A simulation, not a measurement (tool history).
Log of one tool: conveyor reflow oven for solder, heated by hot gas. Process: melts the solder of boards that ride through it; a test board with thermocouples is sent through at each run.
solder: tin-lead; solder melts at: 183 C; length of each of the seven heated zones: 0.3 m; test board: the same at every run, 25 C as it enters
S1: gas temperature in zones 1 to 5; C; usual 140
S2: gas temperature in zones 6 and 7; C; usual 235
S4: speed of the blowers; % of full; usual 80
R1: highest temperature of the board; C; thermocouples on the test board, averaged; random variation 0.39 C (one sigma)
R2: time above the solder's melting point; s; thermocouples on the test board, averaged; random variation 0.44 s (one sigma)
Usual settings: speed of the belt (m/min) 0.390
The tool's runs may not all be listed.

{"run": 1, "hour": 0.0, "S1": 140, "S2": 235, "speed of the belt (m/min)": 0.39, "S4": 80, "R1": 215.6, "R2": 69.6}
{"run": 2, "hour": 10.1, "S1": 140, "S2": 223, "speed of the belt (m/min)": 0.39, "S4": 80, "R1": 206.0, "R2": 57.0}
{"run": 3, "hour": 19.3, "S1": 140, "S2": 223, "speed of the belt (m/min)": 0.39, "S4": 80, "R1": 204.8, "R2": 56.9}
{"run": 4, "hour": 32.5, "S1": 140, "S2": 235, "speed of the belt (m/min)": 0.39, "S4": 80, "R1": 215.0, "R2": 67.8}
{"run": 5, "hour": 50.9, "S1": 140, "S2": 235, "speed of the belt (m/min)": 0.39, "S4": 80, "R1": 215.3, "R2": 68.2}
{"run": 6, "hour": 60.2, "S1": 140, "S2": 235, "speed of the belt (m/min)": 0.39, "S4": 80, "R1": 214.1, "R2": 68.0}
{"run": 7, "hour": 78.7, "S1": 140, "S2": 235, "speed of the belt (m/min)": 0.39, "S4": 80, "R1": 215.0, "R2": 68.2}
{"run": 8, "hour": 97.6, "S1": 140, "S2": 235, "speed of the belt (m/min)": 0.39, "S4": 80, "R1": 214.9, "R2": 67.5}
{"run": 9, "hour": 109.2, "S1": 140, "S2": 235, "speed of the belt (m/min)": 0.39, "S4": 80, "R1": 213.8, "R2": 67.4}
{"run": 10, "hour": 125.8, "S1": 140, "S2": 235, "speed of the belt (m/min)": 0.39, "S4": 80, "R1": 214.2, "R2": 67.6}
{"run": 11, "hour": 135.6, "S1": 140, "S2": 235, "speed of the belt (m/min)": 0.39, "S4": 80, "R1": 214.3, "R2": 67.6}
{"run": 12, "hour": 146.5, "S1": 140, "S2": 235, "speed of the belt (m/min)": 0.39, "S4": 63, "R1": 211.0, "R2": 62.2}
{"run": 13, "hour": 154.7, "S1": 140, "S2": 234, "speed of the belt (m/min)": 0.469, "S4": 76, "R1": 205.9, "R2": 45.6}
{"run": 14, "hour": 168.7, "S1": 140, "S2": 224, "speed of the belt (m/min)": 0.39, "S4": 80, "R1": 205.2, "R2": 55.5}
{"run": 15, "hour": 187.2, "S1": 130, "S2": 232, "speed of the belt (m/min)": 0.345, "S4": 55, "R1": 208.6, "R2": 61.6}
{"run": 16, "hour": 206.2, "S1": 130, "S2": 232, "speed of the belt (m/min)": 0.345, "S4": 55, "R1": 207.9, "R2": 61.9}
{"run": 17, "hour": 222.2, "S1": 140, "S2": 223, "speed of the belt (m/min)": 0.39, "S4": 64, "R1": 200.8, "R2": 47.6}
{"run": 18, "hour": 232.6, "S1": 140, "S2": 250, "speed of the belt (m/min)": 0.39, "S4": 80, "R1": 225.1, "R2": 77.2}
{"run": 19, "hour": 248.6, "S1": 141, "S2": 234, "speed of the belt (m/min)": 0.39, "S4": 80, "R1": 211.8, "R2": 65.9}
{"run": 20, "hour": 257.3, "S1": 134, "S2": 234, "speed of the belt (m/min)": 0.39, "S4": 73, "R1": 210.0, "R2": 59.5}
{"run": 21, "hour": 273.8, "S1": 149, "S2": 238, "speed of the belt (m/min)": 0.418, "S4": 58, "R1": 209.6, "R2": 60.7}
{"run": 22, "hour": 286.4, "S1": 149, "S2": 238, "speed of the belt (m/min)": 0.418, "S4": 58, "R1": 209.7, "R2": 59.6}
{"run": 23, "hour": 298.7, "S1": 149, "S2": 238, "speed of the belt (m/min)": 0.348, "S4": 60, "R1": 216.5, "R2": 83.6}
{"run": 24, "hour": 317.1, "S1": 138, "S2": 242, "speed of the belt (m/min)": 0.348, "S4": 60, "R1": 217.9, "R2": 78.1}

3 ways to go on from here, each from the tool as it stands after run 24. What would each give?
{"hour": 323.6, "done": "flux residue cleaned out of gas plates and filters"}
{"run": "A", "hour": 338.9, "S1": 149, "S2": 242, "speed of the belt (m/min)": 0.348, "S4": 82, "R1": "?", "R2": "?"}
{"hour": 323.6, "done": "flux residue cleaned out of gas plates and filters"}
{"run": "B", "hour": 338.9, "S1": 138, "S2": 242, "speed of the belt (m/min)": 0.348, "S4": 73, "R1": "?", "R2": "?"}
{"hour": 323.6, "done": "flux residue cleaned out of gas plates and filters"}
{"run": "C", "hour": 338.9, "S1": 129, "S2": 245, "speed of the belt (m/min)": 0.39, "S4": 88, "R1": "?", "R2": "?"}

run=A R1=226.5 R2=92.9
run=B R1=223.3 R2=85.2
run=C R1=223.5 R2=71.4
Without the tool's hidden state the same runs would have given:
run=A R1=228.4 R2=92.8
run=B R1=225.2 R2=85.3
run=C R1=225.3 R2=71.6
